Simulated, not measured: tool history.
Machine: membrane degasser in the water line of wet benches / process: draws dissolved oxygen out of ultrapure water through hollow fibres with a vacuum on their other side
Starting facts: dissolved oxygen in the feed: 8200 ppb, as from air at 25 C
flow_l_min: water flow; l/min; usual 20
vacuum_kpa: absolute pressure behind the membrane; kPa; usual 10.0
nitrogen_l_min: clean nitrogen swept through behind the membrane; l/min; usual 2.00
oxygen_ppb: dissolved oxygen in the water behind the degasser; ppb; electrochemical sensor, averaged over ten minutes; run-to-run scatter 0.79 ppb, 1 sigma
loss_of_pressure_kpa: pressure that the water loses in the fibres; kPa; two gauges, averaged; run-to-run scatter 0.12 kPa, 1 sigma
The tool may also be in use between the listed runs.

Run 1, hour 0.0: usual settings. Result: oxygen_ppb 174.5 ppb, loss_of_pressure_kpa 42.11 kPa.
Run 2, hour 167.2: usual settings. Result: oxygen_ppb 173.9 ppb, loss_of_pressure_kpa 42.13 kPa.
Run 3, hour 379.0: usual settings. Result: oxygen_ppb 177.8 ppb, loss_of_pressure_kpa 41.86 kPa.
Run 4, hour 490.5: usual settings. Result: oxygen_ppb 175.5 ppb, loss_of_pressure_kpa 42.39 kPa.
Run 5, hour 586.2: usual settings but nitrogen_l_min 1.05 l/min. Result: oxygen_ppb 307.9 ppb, loss_of_pressure_kpa 42.16 kPa.
Run 6, hour 793.4: usual settings but vacuum_kpa 8.1 kPa. Result: oxygen_ppb 132.7 ppb, loss_of_pressure_kpa 42.22 kPa.
Run 7, hour 965.0: usual settings but vacuum_kpa 8.1 kPa. Result: oxygen_ppb 133.5 ppb, loss_of_pressure_kpa 42.41 kPa.
Run 8, hour 1143.1: usual settings but flow_l_min 27 l/min. Result: oxygen_ppb 257.4 ppb, loss_of_pressure_kpa 57.01 kPa.
Run 9, hour 1337.5: usual settings but flow_l_min 27 l/min. Result: oxygen_ppb 259.1 ppb, loss_of_pressure_kpa 56.90 kPa.
Run 10, hour 1513.0: usual settings but flow_l_min 27 l/min. Result: oxygen_ppb 260.2 ppb, loss_of_pressure_kpa 57.39 kPa.
Run 11, hour 1728.5: usual settings but flow_l_min 27 l/min. Result: oxygen_ppb 257.6 ppb, loss_of_pressure_kpa 57.50 kPa.
Run 12, hour 1863.8: usual settings. Result: oxygen_ppb 177.9 ppb, loss_of_pressure_kpa 42.33 kPa.
Run 13, hour 2072.6: usual settings. Result: oxygen_ppb 179.2 ppb, loss_of_pressure_kpa 42.45 kPa.
Run 14, hour 2246.3: usual settings. Result: oxygen_ppb 179.8 ppb, loss_of_pressure_kpa 42.66 kPa.
Run 15, hour 2370.7: usual settings. Result: oxygen_ppb 180.2 ppb, loss_of_pressure_kpa 42.55 kPa.
At hour 2434.0: vacuum gauge calibrated.
Run 16, hour 2573.9: usual settings. Result: oxygen_ppb 168.4 ppb, loss_of_pressure_kpa 42.54 kPa.

Run 17, settings as shown, results not yet in. Your forecast:
Run 17, hour 2803.7: usual settings but flow_l_min 31 l/min, vacuum_kpa 18.8 kPa. Result: oxygen_ppb ?, loss_of_pressure_kpa ?.

Logged for run 17: oxygen_ppb 586.2 ppb, loss_of_pressure_kpa 66.15 kPa.
Were there no unlogged condition in the tool, this run, its random variation unchanged, would have produced oxygen_ppb 575.6 ppb, loss_of_pressure_kpa 65.23 kPa.
